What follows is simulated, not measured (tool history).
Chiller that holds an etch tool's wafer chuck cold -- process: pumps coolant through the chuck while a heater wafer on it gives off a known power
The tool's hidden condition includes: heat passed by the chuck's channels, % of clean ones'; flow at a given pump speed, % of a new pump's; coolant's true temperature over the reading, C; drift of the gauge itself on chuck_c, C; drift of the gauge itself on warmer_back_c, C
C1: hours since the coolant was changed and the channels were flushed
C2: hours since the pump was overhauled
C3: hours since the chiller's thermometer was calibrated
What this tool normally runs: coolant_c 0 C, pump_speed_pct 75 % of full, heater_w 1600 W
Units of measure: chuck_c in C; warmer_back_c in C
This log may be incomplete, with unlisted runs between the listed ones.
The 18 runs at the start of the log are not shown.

Run 19, day 39.125: usual settings but pump_speed_pct 67 % of full, heater_w 1881 W; C1 4027; C2 3420; C3 846. Result: chuck_c 23.8 C, warmer_back_c 10.25 C.
Run 20, day 40.417: usual settings but pump_speed_pct 67 % of full, heater_w 1881 W; C1 4058; C2 3451; C3 877. Result: chuck_c 24.1 C, warmer_back_c 10.25 C.
Run 21, day 43.388: usual settings but coolant_c 3 C, pump_speed_pct 94 % of full, heater_w 1881 W; C1 4129; C2 3522; C3 948. Result: chuck_c 20.8 C, warmer_back_c 6.94 C.
Run 22, day 45.362: usual settings but coolant_c -8 C, pump_speed_pct 89 % of full, heater_w 1340 W; C1 4176; C2 3570; C3 996. Result: chuck_c 5.3 C, warmer_back_c 5.29 C.
Run 23, day 46.879: usual settings but coolant_c 3 C, pump_speed_pct 78 % of full, heater_w 1300 W; C1 4213; C2 3606; C3 1032. Result: chuck_c 17.8 C, warmer_back_c 5.91 C.
Run 24, day 48.696: usual settings but coolant_c 5 C, pump_speed_pct 69 % of full, heater_w 1300 W; C1 4256; C2 3650; C3 1076. Result: chuck_c 21.5 C, warmer_back_c 6.80 C.
Run 25, day 51.304: usual settings but pump_speed_pct 79 % of full, heater_w 1725 W; C1 4319; C2 3712; C3 1138. Result: chuck_c 19.2 C, warmer_back_c 7.83 C.
Run 26, day 53.325: usual settings but coolant_c 4 C, pump_speed_pct 63 % of full, heater_w 1439 W; C1 4368; C2 3761; C3 1187. Result: chuck_c 23.7 C, warmer_back_c 8.46 C.
At day 54.308: coolant changed, channels flushed.
Run 27, day 54.933: usual settings but coolant_c 4 C, pump_speed_pct 63 % of full, heater_w 1439 W; C1 15; C2 3794; C3 1219. Result: chuck_c 22.8 C, warmer_back_c 8.43 C.
Run 28, day 56.708: usual settings but coolant_c 4 C, pump_speed_pct 63 % of full, heater_w 1439 W; C1 58; C2 3836; C3 1262. Result: chuck_c 22.8 C, warmer_back_c 8.35 C.
Run 29, day 59.838: usual settings but coolant_c -8 C, pump_speed_pct 81 % of full, heater_w 1008 W; C1 133; C2 3911; C3 1337. Result: chuck_c 2.6 C, warmer_back_c 4.52 C.
Run 30, day 61.979: usual settings but coolant_c -4 C, pump_speed_pct 71 % of full, heater_w 980 W; C1 184; C2 3963; C3 1388. Result: chuck_c 7.5 C, warmer_back_c 5.04 C.
Run 31, day 65.038: usual settings but heater_w 1744 W; C1 257; C2 4036; C3 1462. Result: chuck_c 19.5 C, warmer_back_c 8.42 C.

Here are 5 independent what-if runs from the current tool condition. What would each one return?
Run A, day 66.583: usual settings but coolant_c -9 C, heater_w 1744 W; C1 295; C2 4073; C3 1499. Result: chuck_c ?, warmer_back_c ?.
Run B, day 66.583: usual settings but coolant_c -6 C; C1 295; C2 4073; C3 1499. Result: chuck_c ?, warmer_back_c ?.
Run C, day 66.583: usual settings but coolant_c -1 C, pump_speed_pct 66 % of full, heater_w 1420 W; C1 295; C2 4073; C3 1499. Result: chuck_c ?, warmer_back_c ?.
Run D, day 66.583: usual settings but coolant_c -7 C, pump_speed_pct 91 % of full, heater_w 1025 W; C1 295; C2 4073; C3 1499. Result: chuck_c ?, warmer_back_c ?.
Run E, day 66.583: usual settings but coolant_c -3 C, heater_w 1744 W; C1 295; C2 4073; C3 1499. Result: chuck_c ?, warmer_back_c ?.

run  chuck_c  warmer_back_c
  A     10.6           8.48
  B     12.0           7.68
  C     16.9           7.99
  D      2.8           3.94
  E     16.3           8.48
Without the tool's hidden state the same runs would have given:
run  chuck_c  warmer_back_c
  A      9.1           7.87
  B     10.5           7.13
  C     15.4           7.42
  D      1.9           3.65
  E     14.8           7.87
